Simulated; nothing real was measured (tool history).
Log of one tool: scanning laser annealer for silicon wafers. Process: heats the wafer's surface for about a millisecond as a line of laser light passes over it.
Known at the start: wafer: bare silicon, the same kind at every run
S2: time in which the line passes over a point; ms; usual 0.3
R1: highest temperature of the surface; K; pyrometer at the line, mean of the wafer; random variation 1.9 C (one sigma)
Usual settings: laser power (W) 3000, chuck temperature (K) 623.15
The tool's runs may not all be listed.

Run 1, hour 0: usual settings. Result: R1 1363.15 K.
Run 2, hour 23.5: usual settings. Result: R1 1362.15 K.
Run 3, hour 38: usual settings. Result: R1 1361.15 K.
Run 4, hour 60.1: usual settings. Result: R1 1359.15 K.
Run 5, hour 75.3: usual settings. Result: R1 1355.15 K.
At hour 79.8: laser's power meter calibrated.
Run 6, hour 97: usual settings. Result: R1 1355.15 K.
Run 7, hour 130.2: usual settings. Result: R1 1354.15 K.
At hour 153.8: laser's power meter calibrated, once more.
Run 8, hour 156: usual settings but laser power (W) 2815. Result: R1 1295.15 K.
Run 9, hour 188.1: usual settings but laser power (W) 2994, S2 0.35 ms, chuck temperature (K) 638.15. Result: R1 1417.15 K.
Run 10, hour 205.9: usual settings but laser power (W) 2690, S2 0.35 ms, chuck temperature (K) 600.15. Result: R1 1273.15 K.
Run 11, hour 220.8: usual settings but laser power (W) 3134, S2 0.233 ms, chuck temperature (K) 600.15. Result: R1 1286.15 K.

Hidden state or all else? Some run-to-run changes of R1, split into what the settings, what came in and random variation would give without the hidden state, and what is left for the hidden state (with any gauge scatter that isn't in both results):
The hidden state here: light that passes the window, % of a clean one's; laser's true power over the reading, %; width of the line over the set one, %; drift of the gauge itself on peak_c, C.
Run 8 -> 9: laser power (W) 2815 -> 2994, S2 0.3 -> 0.35, chuck temperature (K) 623.15 -> 638.15. R1 +122 K: hidden state -8, all else +130.
Run 9 -> 10: laser power (W) 2994 -> 2690, chuck temperature (K) 638.15 -> 600.15. R1 -144 K: hidden state +5, all else -149.
